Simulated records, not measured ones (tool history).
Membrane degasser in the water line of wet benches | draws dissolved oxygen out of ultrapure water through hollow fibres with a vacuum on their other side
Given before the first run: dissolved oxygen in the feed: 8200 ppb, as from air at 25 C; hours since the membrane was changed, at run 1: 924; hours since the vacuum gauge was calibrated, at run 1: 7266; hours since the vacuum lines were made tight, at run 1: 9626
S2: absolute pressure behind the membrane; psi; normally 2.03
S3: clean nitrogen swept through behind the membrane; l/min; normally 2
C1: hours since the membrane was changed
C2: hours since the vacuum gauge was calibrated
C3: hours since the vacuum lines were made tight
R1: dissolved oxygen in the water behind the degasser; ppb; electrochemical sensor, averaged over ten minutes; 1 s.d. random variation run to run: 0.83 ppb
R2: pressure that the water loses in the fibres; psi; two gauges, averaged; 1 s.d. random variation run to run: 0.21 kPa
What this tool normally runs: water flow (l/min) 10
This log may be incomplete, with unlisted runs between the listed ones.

Run 1, hour 0: usual settings; C1 924; C2 7266; C3 9626. Result: R1 140.8 ppb, R2 7.226 psi.
Run 2, hour 33.9: usual settings; C1 958; C2 7300; C3 9660. Result: R1 141.2 ppb, R2 7.261 psi.
Run 3, hour 72.9: usual settings; C1 997; C2 7339; C3 9699. Result: R1 143.6 ppb, R2 7.313 psi.
Run 4, hour 98: usual settings; C1 1022; C2 7364; C3 9724. Result: R1 142.3 ppb, R2 7.248 psi.
Run 5, hour 131.9: usual settings but water flow (l/min) 8; C1 1056; C2 7398; C3 9758. Result: R1 113.2 ppb, R2 5.791 psi.
Run 6, hour 173.7: usual settings but water flow (l/min) 8; C1 1098; C2 7440; C3 9800. Result: R1 113.4 ppb, R2 5.81 psi.
Run 7, hour 209: usual settings but water flow (l/min) 8; C1 1133; C2 7475; C3 9835. Result: R1 113.2 ppb, R2 5.868 psi.
Run 8, hour 242: usual settings but water flow (l/min) 8; C1 1166; C2 7508; C3 9868. Result: R1 116 ppb, R2 5.845 psi.
Run 9, hour 278.9: usual settings but water flow (l/min) 6; C1 1203; C2 7545; C3 9905. Result: R1 87.5 ppb, R2 4.348 psi.
Run 10, hour 317: usual settings but water flow (l/min) 7; C1 1241; C2 7583; C3 9943. Result: R1 99.7 ppb, R2 5.091 psi.
Run 11, hour 358.8: usual settings but water flow (l/min) 7; C1 1283; C2 7625; C3 9985. Result: R1 101.1 ppb, R2 5.042 psi.
Run 12, hour 387.7: usual settings but water flow (l/min) 7; C1 1312; C2 7654; C3 10014. Result: R1 101 ppb, R2 5.113 psi.
Run 13, hour 432.3: usual settings but water flow (l/min) 7; C1 1356; C2 7698; C3 10058. Result: R1 99.7 ppb, R2 5.127 psi.
Run 14, hour 483.2: usual settings but water flow (l/min) 7, S2 1.25 psi; C1 1407; C2 7749; C3 10109. Result: R1 52.5 ppb, R2 5.126 psi.
Run 15, hour 519.4: usual settings but water flow (l/min) 7, S2 1.25 psi; C1 1443; C2 7785; C3 10146. Result: R1 52 ppb, R2 5.142 psi.
Run 16, hour 562.9: usual settings but S2 2.19 psi; C1 1487; C2 7829; C3 10189. Result: R1 155.9 ppb, R2 7.3 psi.
Run 17, hour 596.8: usual settings but S2 4.12 psi; C1 1521; C2 7863; C3 10223. Result: R1 313.2 ppb, R2 7.243 psi.
Run 18, hour 622: usual settings but water flow (l/min) 11, S2 1.78 psi, S3 2.37 l/min; C1 1546; C2 7888; C3 10248. Result: R1 115.7 ppb, R2 8.076 psi.

Forecast run 19:
Run 19, hour 658.1: usual settings but water flow (l/min) 16, S2 2.84 psi, S3 2.87 l/min; C1 1582; C2 7924; C3 10284. Result: R1 ?, R2 ?.

R1: 242.4 ppb
R2: 11.661 psi
Without the tool's hidden state the same run would have given R1 234.9 ppb, R2 11.616 psi.

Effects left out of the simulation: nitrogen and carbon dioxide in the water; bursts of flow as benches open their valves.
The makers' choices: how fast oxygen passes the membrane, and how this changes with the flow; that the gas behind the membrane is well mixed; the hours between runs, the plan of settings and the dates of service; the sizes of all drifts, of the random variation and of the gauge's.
